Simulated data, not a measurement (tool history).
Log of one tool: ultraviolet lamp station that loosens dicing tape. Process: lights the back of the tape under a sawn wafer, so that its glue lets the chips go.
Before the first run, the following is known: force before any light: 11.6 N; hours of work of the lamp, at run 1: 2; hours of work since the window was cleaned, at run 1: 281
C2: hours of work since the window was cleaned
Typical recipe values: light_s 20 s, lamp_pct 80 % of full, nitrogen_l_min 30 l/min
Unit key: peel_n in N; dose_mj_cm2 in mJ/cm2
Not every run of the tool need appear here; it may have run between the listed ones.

run 1 hour=0.0 | light_s=20 lamp_pct=80 nitrogen_l_min=30 | hours_of_work_of_the_lamp=2 C2=281 | peel_n=0.291 dose_mj_cm2=345
run 2 hour=62.1 | light_s=20 lamp_pct=80 nitrogen_l_min=30 | hours_of_work_of_the_lamp=45 C2=324 | peel_n=0.272 dose_mj_cm2=344
run 3 hour=116.7 | light_s=20 lamp_pct=80 nitrogen_l_min=30 | hours_of_work_of_the_lamp=83 C2=362 | peel_n=0.271 dose_mj_cm2=347
run 4 hour=193.2 | light_s=20 lamp_pct=80 nitrogen_l_min=30 | hours_of_work_of_the_lamp=136 C2=415 | peel_n=0.293 dose_mj_cm2=351
run 5 hour=252.5 | light_s=20 lamp_pct=80 nitrogen_l_min=30 | hours_of_work_of_the_lamp=178 C2=457 | peel_n=0.287 dose_mj_cm2=347
run 6 hour=331.2 | light_s=20 lamp_pct=80 nitrogen_l_min=30 | hours_of_work_of_the_lamp=232 C2=511 | peel_n=0.273 dose_mj_cm2=349
run 7 hour=392.3 | light_s=34 lamp_pct=80 nitrogen_l_min=30 | hours_of_work_of_the_lamp=275 C2=554 | peel_n=0.172 dose_mj_cm2=586
run 8 hour=486.2 | light_s=20 lamp_pct=80 nitrogen_l_min=30 | hours_of_work_of_the_lamp=340 C2=619 | peel_n=0.287 dose_mj_cm2=349
run 9 hour=550.3 | light_s=20 lamp_pct=80 nitrogen_l_min=30 | hours_of_work_of_the_lamp=385 C2=663 | peel_n=0.288 dose_mj_cm2=350
-- hour=575.2 window cleaned of glue's vapour
run 10 hour=637.0 | light_s=20 lamp_pct=80 nitrogen_l_min=30 | hours_of_work_of_the_lamp=444 C2=43 | peel_n=0.281 dose_mj_cm2=349
run 11 hour=698.8 | light_s=20 lamp_pct=80 nitrogen_l_min=30 | hours_of_work_of_the_lamp=487 C2=86 | peel_n=0.280 dose_mj_cm2=348
run 12 hour=795.9 | light_s=20 lamp_pct=80 nitrogen_l_min=30 | hours_of_work_of_the_lamp=555 C2=153 | peel_n=0.288 dose_mj_cm2=350
run 13 hour=878.5 | light_s=20 lamp_pct=80 nitrogen_l_min=30 | hours_of_work_of_the_lamp=612 C2=211 | peel_n=0.297 dose_mj_cm2=347
run 14 hour=918.7 | light_s=20 lamp_pct=80 nitrogen_l_min=30 | hours_of_work_of_the_lamp=640 C2=239 | peel_n=0.272 dose_mj_cm2=348
run 15 hour=1008.8 | light_s=20 lamp_pct=80 nitrogen_l_min=30 | hours_of_work_of_the_lamp=703 C2=301 | peel_n=0.284 dose_mj_cm2=346
run 16 hour=1088.4 | light_s=20 lamp_pct=80 nitrogen_l_min=30 | hours_of_work_of_the_lamp=758 C2=356 | peel_n=0.282 dose_mj_cm2=348
run 17 hour=1180.8 | light_s=20 lamp_pct=80 nitrogen_l_min=30 | hours_of_work_of_the_lamp=822 C2=421 | peel_n=0.284 dose_mj_cm2=346
run 18 hour=1259.7 | light_s=20 lamp_pct=80 nitrogen_l_min=30 | hours_of_work_of_the_lamp=877 C2=475 | peel_n=0.284 dose_mj_cm2=349
run 19 hour=1340.7 | light_s=20 lamp_pct=80 nitrogen_l_min=30 | hours_of_work_of_the_lamp=933 C2=532 | peel_n=0.282 dose_mj_cm2=347
run 20 hour=1435.2 | light_s=20 lamp_pct=80 nitrogen_l_min=30 | hours_of_work_of_the_lamp=999 C2=597 | peel_n=0.281 dose_mj_cm2=347
run 21 hour=1497.2 | light_s=30 lamp_pct=80 nitrogen_l_min=30 | hours_of_work_of_the_lamp=1042 C2=640 | peel_n=0.176 dose_mj_cm2=520
-- hour=1558.7 window cleaned of glue's vapour
run 22 hour=1566.9 | light_s=20 lamp_pct=80 nitrogen_l_min=30 | hours_of_work_of_the_lamp=1090 C2=6 | peel_n=0.278 dose_mj_cm2=350
run 23 hour=1662.5 | light_s=20 lamp_pct=80 nitrogen_l_min=30 | hours_of_work_of_the_lamp=1156 C2=72 | peel_n=0.276 dose_mj_cm2=343
run 24 hour=1723.0 | light_s=20 lamp_pct=98 nitrogen_l_min=30 | hours_of_work_of_the_lamp=1198 C2=114 | peel_n=0.209 dose_mj_cm2=422
run 25 hour=1812.6 | light_s=32 lamp_pct=71 nitrogen_l_min=52 | hours_of_work_of_the_lamp=1261 C2=176 | peel_n=0.160 dose_mj_cm2=491
run 26 hour=1910.1 | light_s=14 lamp_pct=80 nitrogen_l_min=28 | hours_of_work_of_the_lamp=1328 C2=244 | peel_n=0.686 dose_mj_cm2=242
run 27 hour=1949.8 | light_s=34 lamp_pct=80 nitrogen_l_min=14 | hours_of_work_of_the_lamp=1356 C2=272 | peel_n=0.199 dose_mj_cm2=588
run 28 hour=2031.2 | light_s=20 lamp_pct=100 nitrogen_l_min=23 | hours_of_work_of_the_lamp=1412 C2=328 | peel_n=0.244 dose_mj_cm2=438
run 29 hour=2109.8 | light_s=29 lamp_pct=77 nitrogen_l_min=33 | hours_of_work_of_the_lamp=1467 C2=383 | peel_n=0.185 dose_mj_cm2=481
run 30 hour=2177.4 | light_s=29 lamp_pct=77 nitrogen_l_min=33 | hours_of_work_of_the_lamp=1514 C2=430 | peel_n=0.177 dose_mj_cm2=488
run 31 hour=2218.6 | light_s=17 lamp_pct=77 nitrogen_l_min=11 | hours_of_work_of_the_lamp=1543 C2=458 | peel_n=1.161 dose_mj_cm2=282
-- hour=2252.1 lamp changed
run 32 hour=2304.5 | light_s=17 lamp_pct=77 nitrogen_l_min=11 | hours_of_work_of_the_lamp=36 C2=517 | peel_n=1.130 dose_mj_cm2=284
run 33 hour=2357.4 | light_s=13 lamp_pct=77 nitrogen_l_min=11 | hours_of_work_of_the_lamp=73 C2=554 | peel_n=2.004 dose_mj_cm2=218
run 34 hour=2400.8 | light_s=13 lamp_pct=77 nitrogen_l_min=11 | hours_of_work_of_the_lamp=103 C2=584 | peel_n=1.950 dose_mj_cm2=220
run 35 hour=2465.1 | light_s=13 lamp_pct=77 nitrogen_l_min=11 | hours_of_work_of_the_lamp=148 C2=629 | peel_n=1.993 dose_mj_cm2=215
run 36 hour=2507.5 | light_s=13 lamp_pct=66 nitrogen_l_min=16 | hours_of_work_of_the_lamp=177 C2=658 | peel_n=1.887 dose_mj_cm2=189
-- hour=2540.2 window cleaned of glue's vapour
run 37 hour=2583.8 | light_s=14 lamp_pct=82 nitrogen_l_min=11 | hours_of_work_of_the_lamp=230 C2=30 | peel_n=1.482 dose_mj_cm2=250
run 38 hour=2671.2 | light_s=22 lamp_pct=80 nitrogen_l_min=30 | hours_of_work_of_the_lamp=291 C2=91 | peel_n=0.234 dose_mj_cm2=383
run 39 hour=2737.0 | light_s=22 lamp_pct=80 nitrogen_l_min=30 | hours_of_work_of_the_lamp=336 C2=137 | peel_n=0.241 dose_mj_cm2=382
run 40 hour=2821.3 | light_s=14 lamp_pct=63 nitrogen_l_min=24 | hours_of_work_of_the_lamp=395 C2=195 | peel_n=1.295 dose_mj_cm2=191
run 41 hour=2866.3 | light_s=14 lamp_pct=72 nitrogen_l_min=24 | hours_of_work_of_the_lamp=426 C2=227 | peel_n=1.012 dose_mj_cm2=216
run 42 hour=2925.2 | light_s=26 lamp_pct=65 nitrogen_l_min=47 | hours_of_work_of_the_lamp=467 C2=267 | peel_n=0.197 dose_mj_cm2=365
run 43 hour=3016.4 | light_s=32 lamp_pct=71 nitrogen_l_min=24 | hours_of_work_of_the_lamp=531 C2=331 | peel_n=0.203 dose_mj_cm2=488

How the hidden state differs across the entries between the runs, from the last listed run before each to the first after it:
Run 9 -> run 10: window cleaned of glue's vapour (hour 575.2)
  no difference in the tool's unlogged condition between these two runs
Run 21 -> run 22: window cleaned of glue's vapour (hour 1558.7)
  no difference in the tool's unlogged condition between these two runs
Run 31 -> run 32: lamp changed (hour 2252.1)
  lamp's light, % of a new lamp's: 99.8 -> 100
Run 36 -> run 37: window cleaned of glue's vapour (hour 2540.2)
  no difference in the tool's unlogged condition between these two runs

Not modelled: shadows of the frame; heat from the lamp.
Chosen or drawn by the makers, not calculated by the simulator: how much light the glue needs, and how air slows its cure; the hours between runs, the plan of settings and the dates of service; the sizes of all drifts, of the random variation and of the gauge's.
